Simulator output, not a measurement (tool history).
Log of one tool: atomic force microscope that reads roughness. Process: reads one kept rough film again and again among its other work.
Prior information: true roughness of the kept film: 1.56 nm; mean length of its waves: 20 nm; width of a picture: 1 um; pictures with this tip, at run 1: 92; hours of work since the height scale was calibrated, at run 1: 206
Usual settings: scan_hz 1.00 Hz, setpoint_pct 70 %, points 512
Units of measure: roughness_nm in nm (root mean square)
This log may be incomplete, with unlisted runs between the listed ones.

run,hour,scan_hz,setpoint_pct,points,pictures with this tip,hours of work since the height scale was calibrated,roughness_nm
1,0.0,1.00,70,512,92,206,1.260
2,18.1,1.00,70,512,124,217,1.217
3,36.6,1.00,70,512,157,228,1.193
4,46.5,1.00,75,512,175,234,1.148
# hour 53.8: new tip fitted
5,61.5,1.00,70,512,13,243,1.339
6,74.0,1.00,70,512,35,251,1.311
7,89.2,1.00,70,512,62,260,1.291
8,110.8,1.00,70,512,100,273,1.243
9,128.8,1.00,70,512,132,283,1.224
10,150.3,1.00,78,512,170,296,1.147
# hour 160.3: new tip fitted
11,162.8,1.00,78,512,5,304,1.301
12,178.2,1.00,70,512,32,313,1.313
13,192.7,1.00,70,512,58,321,1.292
14,206.9,1.00,70,512,83,330,1.266
# hour 209.9: height scale calibrated on a step standard
15,227.8,2.10,70,320,118,11,1.130
16,239.1,2.10,70,320,138,18,1.119
17,262.4,1.71,70,512,179,31,1.126
# hour 266.7: new tip fitted
18,274.6,1.71,69,552,14,38,1.279
# hour 287.6: height scale calibrated on a step standard, once more
19,287.6,1.71,69,552,35,0,1.264
20,303.1,1.60,69,397,62,9,1.221
21,325.1,3.30,85,282,101,23,0.881
22,342.7,3.30,85,282,132,33,0.864
23,356.8,3.30,85,282,157,41,0.838
24,371.4,0.94,85,282,183,50,1.073
# hour 372.9: new tip fitted
25,393.8,1.03,73,312,37,63,1.272
26,416.5,0.57,69,894,77,77,1.317
27,433.3,1.00,60,512,107,87,1.283

4 ways to go on from here, each from the tool as it stands after run 27. What would each give?
A,449.5,0.52,70,283,135,97,?
B,449.5,1.00,82,410,135,97,?
C,449.5,1.00,83,260,135,97,?
D,449.5,1.00,70,425,135,97,?

run,roughness_nm
A,1.217
B,1.141
C,1.116
D,1.196
What these runs would have given with no unlogged condition in the tool:
run,roughness_nm
A,1.350
B,1.265
C,1.238
D,1.327

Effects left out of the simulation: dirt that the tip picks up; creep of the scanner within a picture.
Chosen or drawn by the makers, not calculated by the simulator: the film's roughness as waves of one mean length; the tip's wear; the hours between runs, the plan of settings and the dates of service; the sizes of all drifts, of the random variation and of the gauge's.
